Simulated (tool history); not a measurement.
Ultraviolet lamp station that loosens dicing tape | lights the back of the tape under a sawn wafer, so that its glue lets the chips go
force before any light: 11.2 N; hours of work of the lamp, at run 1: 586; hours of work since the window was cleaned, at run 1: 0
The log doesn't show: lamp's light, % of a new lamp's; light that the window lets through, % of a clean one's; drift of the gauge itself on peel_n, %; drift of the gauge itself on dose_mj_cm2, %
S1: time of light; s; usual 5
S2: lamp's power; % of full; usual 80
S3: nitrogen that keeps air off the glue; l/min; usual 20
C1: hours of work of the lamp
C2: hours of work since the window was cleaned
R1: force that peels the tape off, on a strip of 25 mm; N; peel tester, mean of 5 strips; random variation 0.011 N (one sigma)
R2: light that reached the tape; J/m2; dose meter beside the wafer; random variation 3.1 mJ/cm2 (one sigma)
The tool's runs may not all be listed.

Run 1, day 0: usual settings; C1 586; C2 0. Result: R1 0.733 N, R2 3970 J/m2.
Run 2, day 0.646: usual settings; C1 597; C2 11. Result: R1 0.754 N, R2 4000 J/m2.
Run 3, day 2.1: usual settings; C1 622; C2 36. Result: R1 0.792 N, R2 3890 J/m2.
Run 4, day 2.904: usual settings; C1 636; C2 50. Result: R1 0.795 N, R2 3900 J/m2.
Run 5, day 4.204: usual settings; C1 659; C2 73. Result: R1 0.836 N, R2 3770 J/m2.
Run 6, day 5.154: usual settings; C1 675; C2 89. Result: R1 0.839 N, R2 3740 J/m2.
Run 7, day 6.388: usual settings; C1 696; C2 111. Result: R1 0.848 N, R2 3750 J/m2.
Run 8, day 7.421: usual settings; C1 714; C2 129. Result: R1 0.877 N, R2 3710 J/m2.
Run 9, day 8.688: usual settings; C1 736; C2 151. Result: R1 0.914 N, R2 3680 J/m2.
Run 10, day 9.467: usual settings; C1 750; C2 164. Result: R1 0.908 N, R2 3620 J/m2.
Run 11, day 10.125: usual settings; C1 761; C2 176. Result: R1 0.979 N, R2 3630 J/m2.
Run 12, day 10.812: usual settings; C1 773; C2 187. Result: R1 0.979 N, R2 3520 J/m2.
At day 11.738: window cleaned of glue's vapour.
Run 13, day 12.379: usual settings but S1 3 s; C1 800; C2 11. Result: R1 2.395 N, R2 2220 J/m2.
Run 14, day 13.558: usual settings but S1 3 s; C1 820; C2 32. Result: R1 2.407 N, R2 2220 J/m2.
Run 15, day 14.946: usual settings; C1 844; C2 56. Result: R1 0.932 N, R2 3640 J/m2.
Run 16, day 16.367: usual settings; C1 869; C2 80. Result: R1 0.928 N, R2 3530 J/m2.
Run 17, day 17.9: usual settings; C1 896; C2 107. Result: R1 1.017 N, R2 3490 J/m2.
Run 18, day 19.054: usual settings but S3 7 l/min; C1 916; C2 127. Result: R1 2.431 N, R2 3450 J/m2.
Run 19, day 19.925: usual settings; C1 931; C2 142. Result: R1 1.031 N, R2 3430 J/m2.
Run 20, day 21.125: usual settings; C1 952; C2 163. Result: R1 1.1 N, R2 3400 J/m2.
Run 21, day 22.65: usual settings; C1 978; C2 189. Result: R1 1.131 N, R2 3360 J/m2.
At day 23.5: window cleaned of glue's vapour.
Run 22, day 23.521: usual settings but S2 66 % of full; C1 993; C2 0. Result: R1 1.537 N, R2 2890 J/m2.
Run 23, day 24.262: usual settings but S2 62 % of full, S3 18 l/min; C1 1006; C2 13. Result: R1 1.895 N, R2 2650 J/m2.
Run 24, day 25.738: usual settings but S2 62 % of full, S3 18 l/min; C1 1031; C2 39. Result: R1 1.931 N, R2 2600 J/m2.
Run 25, day 26.533: usual settings but S1 2 s, S2 63 % of full, S3 36 l/min; C1 1045; C2 53. Result: R1 4.52 N, R2 1040 J/m2.
Run 26, day 27.275: usual settings but S1 2 s, S2 63 % of full, S3 36 l/min; C1 1058; C2 65. Result: R1 4.333 N, R2 1020 J/m2.
Run 27, day 27.996: usual settings but S2 95 % of full, S3 7 l/min; C1 1070; C2 78. Result: R1 1.925 N, R2 3950 J/m2.
Run 28, day 28.683: usual settings but S2 65 % of full; C1 1082; C2 90. Result: R1 1.747 N, R2 2710 J/m2.
Run 29, day 29.942: usual settings but S1 6 s, S2 65 % of full, S3 18 l/min; C1 1104; C2 112. Result: R1 1.401 N, R2 3210 J/m2.
Run 30, day 30.946: usual settings but S1 4 s, S2 64 % of full, S3 33 l/min; C1 1122; C2 129. Result: R1 2.012 N, R2 2070 J/m2.
Run 31, day 31.792: usual settings but S1 3 s, S2 91 % of full; C1 1136; C2 144. Result: R1 2.508 N, R2 2160 J/m2.
At day 32.171: lamp changed.
Run 32, day 32.633: usual settings but S1 7 s, S2 83 % of full, S3 27 l/min; C1 8; C2 158. Result: R1 0.149 N, R2 6550 J/m2.
Run 33, day 34.083: usual settings but S1 7 s, S2 83 % of full, S3 27 l/min; C1 33; C2 183. Result: R1 0.159 N, R2 6500 J/m2.
At day 35.304: window cleaned of glue's vapour.
Run 34, day 35.446: usual settings but S1 7 s, S2 83 % of full, S3 27 l/min; C1 56; C2 2. Result: R1 0.153 N, R2 6770 J/m2.
Run 35, day 37.008: usual settings but S1 7 s, S2 83 % of full, S3 27 l/min; C1 83; C2 30. Result: R1 0.154 N, R2 6730 J/m2.
Run 36, day 38.45: usual settings but S1 4 s, S2 75 % of full, S3 8 l/min; C1 109; C2 55. Result: R1 2.254 N, R2 3450 J/m2.
Run 37, day 39.342: usual settings but S1 7 s, S2 66 % of full, S3 29 l/min; C1 124; C2 70. Result: R1 0.257 N, R2 5220 J/m2.
Run 38, day 40.425: usual settings but S2 61 % of full, S3 21 l/min; C1 143; C2 89. Result: R1 1.063 N, R2 3390 J/m2.
Run 39, day 41.604: usual settings but S2 61 % of full, S3 21 l/min; C1 163; C2 109. Result: R1 1.058 N, R2 3360 J/m2.
Run 40, day 42.792: usual settings but S2 61 % of full, S3 21 l/min; C1 184; C2 130. Result: R1 1.092 N, R2 3300 J/m2.
Run 41, day 44.267: usual settings but S2 61 % of full, S3 21 l/min; C1 209; C2 155. Result: R1 1.047 N, R2 3280 J/m2.
Run 42, day 45.788: usual settings but S2 61 % of full, S3 21 l/min; C1 236; C2 182. Result: R1 1.127 N, R2 3220 J/m2.

Forecast each of these 5 alternatives for the next run:
At day 47.1: window cleaned of glue's vapour.
Run A, day 47.1: usual settings but S1 2 s, S2 74 % of full, S3 8 l/min; C1 258; C2 0. Result: R1 ?, R2 ?.
At day 47.1: window cleaned of glue's vapour.
Run B, day 47.1: usual settings but S2 67 % of full, S3 16 l/min; C1 258; C2 0. Result: R1 ?, R2 ?.
At day 47.1: window cleaned of glue's vapour.
Run C, day 47.1: usual settings but S1 8 s, S2 96 % of full; C1 258; C2 0. Result: R1 ?, R2 ?.
At day 47.1: window cleaned of glue's vapour.
Run D, day 47.1: usual settings but S1 3 s; C1 258; C2 0. Result: R1 ?, R2 ?.
At day 47.1: window cleaned of glue's vapour.
Run E, day 47.1: usual settings but S2 85 % of full, S3 21 l/min; C1 258; C2 0. Result: R1 ?, R2 ?.

run     R1    R2
  A  4.985  1630
  B  1.049  3730
  C  0.127  8600
  D  1.758  2660
  E  0.465  4700
Without the tool's hidden state the same runs would have given:
run     R1    R2
  A  4.691  1760
  B  0.885  4020
  C  0.118  9270
  D   1.53  2870
  E   0.38  5070
